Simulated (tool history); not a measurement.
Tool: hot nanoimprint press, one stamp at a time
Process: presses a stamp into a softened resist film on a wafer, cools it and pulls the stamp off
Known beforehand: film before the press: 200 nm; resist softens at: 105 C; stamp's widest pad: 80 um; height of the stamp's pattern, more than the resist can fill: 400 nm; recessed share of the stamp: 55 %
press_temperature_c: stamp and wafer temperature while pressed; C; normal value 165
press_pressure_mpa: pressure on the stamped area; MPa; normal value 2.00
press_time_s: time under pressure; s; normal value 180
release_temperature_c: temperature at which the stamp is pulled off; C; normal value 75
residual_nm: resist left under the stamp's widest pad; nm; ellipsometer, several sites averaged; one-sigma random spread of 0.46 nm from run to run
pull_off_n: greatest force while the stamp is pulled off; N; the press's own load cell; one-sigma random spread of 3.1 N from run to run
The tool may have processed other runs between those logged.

{"run": 1, "day": 0.0, "press_temperature_c": 165, "press_pressure_mpa": 2.0, "press_time_s": 180, "release_temperature_c": 75, "residual_nm": 109.2, "pull_off_n": 210}
{"run": 2, "day": 1.229, "press_temperature_c": 165, "press_pressure_mpa": 2.0, "press_time_s": 180, "release_temperature_c": 75, "residual_nm": 109.5, "pull_off_n": 211}
{"run": 3, "day": 1.879, "press_temperature_c": 165, "press_pressure_mpa": 2.0, "press_time_s": 180, "release_temperature_c": 68, "residual_nm": 108.7, "pull_off_n": 238}
{"run": 4, "day": 3.179, "press_temperature_c": 165, "press_pressure_mpa": 2.0, "press_time_s": 180, "release_temperature_c": 68, "residual_nm": 110.4, "pull_off_n": 243}
{"run": 5, "day": 3.929, "press_temperature_c": 165, "press_pressure_mpa": 2.0, "press_time_s": 180, "release_temperature_c": 75, "residual_nm": 109.4, "pull_off_n": 211}
{"run": 6, "day": 4.742, "press_temperature_c": 165, "press_pressure_mpa": 2.0, "press_time_s": 180, "release_temperature_c": 75, "residual_nm": 109.3, "pull_off_n": 200}
{"run": 7, "day": 6.054, "press_temperature_c": 165, "press_pressure_mpa": 2.0, "press_time_s": 180, "release_temperature_c": 75, "residual_nm": 109.3, "pull_off_n": 209}
{"run": 8, "day": 7.388, "press_temperature_c": 165, "press_pressure_mpa": 2.0, "press_time_s": 180, "release_temperature_c": 65, "residual_nm": 109.1, "pull_off_n": 257}
{"run": 9, "day": 8.333, "press_temperature_c": 165, "press_pressure_mpa": 2.0, "press_time_s": 180, "release_temperature_c": 65, "residual_nm": 108.7, "pull_off_n": 255}
{"run": 10, "day": 9.492, "press_temperature_c": 165, "press_pressure_mpa": 3.0, "press_time_s": 180, "release_temperature_c": 75, "residual_nm": 90.7, "pull_off_n": 212}
{"run": 11, "day": 10.912, "press_temperature_c": 165, "press_pressure_mpa": 2.0, "press_time_s": 180, "release_temperature_c": 75, "residual_nm": 109.2, "pull_off_n": 210}
{"day": 12.342, "done": "stamp cleaned and given a new release coat"}
{"run": 12, "day": 12.342, "press_temperature_c": 165, "press_pressure_mpa": 2.0, "press_time_s": 180, "release_temperature_c": 75, "residual_nm": 109.7, "pull_off_n": 206}
{"run": 13, "day": 13.546, "press_temperature_c": 165, "press_pressure_mpa": 2.0, "press_time_s": 180, "release_temperature_c": 73, "residual_nm": 109.7, "pull_off_n": 217}
{"run": 14, "day": 14.508, "press_temperature_c": 165, "press_pressure_mpa": 2.99, "press_time_s": 180, "release_temperature_c": 70, "residual_nm": 90.6, "pull_off_n": 233}

Run 15 has not been measured yet. What should we expect?
{"run": 15, "day": 15.721, "press_temperature_c": 157, "press_pressure_mpa": 2.99, "press_time_s": 180, "release_temperature_c": 70, "residual_nm": "?", "pull_off_n": "?"}

residual_nm: 132.0 nm
pull_off_n: 232 N
Minus the tool's unlogged condition, the same run would have read residual_nm 132.2 nm, pull_off_n 232 N.
